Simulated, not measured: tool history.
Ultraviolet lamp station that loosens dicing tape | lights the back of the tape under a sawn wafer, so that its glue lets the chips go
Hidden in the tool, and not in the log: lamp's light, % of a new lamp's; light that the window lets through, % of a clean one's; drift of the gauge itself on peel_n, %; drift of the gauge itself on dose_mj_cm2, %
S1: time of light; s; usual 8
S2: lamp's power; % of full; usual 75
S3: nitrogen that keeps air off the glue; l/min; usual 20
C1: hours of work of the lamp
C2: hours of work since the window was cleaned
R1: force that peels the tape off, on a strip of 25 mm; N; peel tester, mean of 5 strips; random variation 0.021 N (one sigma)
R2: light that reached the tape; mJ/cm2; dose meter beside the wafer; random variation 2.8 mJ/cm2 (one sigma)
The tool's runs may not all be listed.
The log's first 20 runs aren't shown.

run,day,S1,S2,S3,C1,C2,R1,R2
21,38.562,8,75,20,1111,77,1.867,291
22,40.117,13,81,20,1136,102,0.518,516
23,41.608,14,68,9,1160,126,1.446,465
24,43.883,4,75,9,1196,162,6.523,145
25,45.992,4,75,9,1230,196,6.400,139
26,47.554,7,75,20,1255,221,2.574,249
27,49.542,8,100,11,1287,253,1.958,365
28,50.829,8,61,11,1308,273,3.891,226
29,52.704,8,61,9,1338,304,4.373,221
30,54.308,8,72,7,1363,329,4.194,260
31,55.567,4,75,21,1384,349,5.088,135
32,56.983,8,75,17,1406,372,2.506,262
33,59.067,8,75,17,1440,405,2.658,260
34,60.946,15,65,20,1470,436,0.943,413
35,62.404,8,68,8,1493,459,4.469,232
# day 64.192: lamp changed
36,65.138,5,73,8,15,502,4.653,222
37,67.150,5,73,8,47,534,4.789,215
38,68.683,6,97,7,72,559,2.888,341
39,71.250,8,73,20,113,600,1.445,337
# day 72.746: window cleaned of glue's vapour
40,73.171,6,75,20,144,7,1.995,289
41,74.529,12,75,20,165,29,0.369,576

3 ways to go on from here, each from the tool as it stands after run 41. What would each give?
A,75.712,13,95,7,184,48,?,?
B,75.712,12,69,20,184,48,?,?
C,75.712,12,61,23,184,48,?,?

run,R1,R2
A,0.532,782
B,0.494,527
C,0.616,460
Without the tool's hidden state the same runs would have given:
run,R1,R2
A,0.465,819
B,0.432,551
C,0.542,482
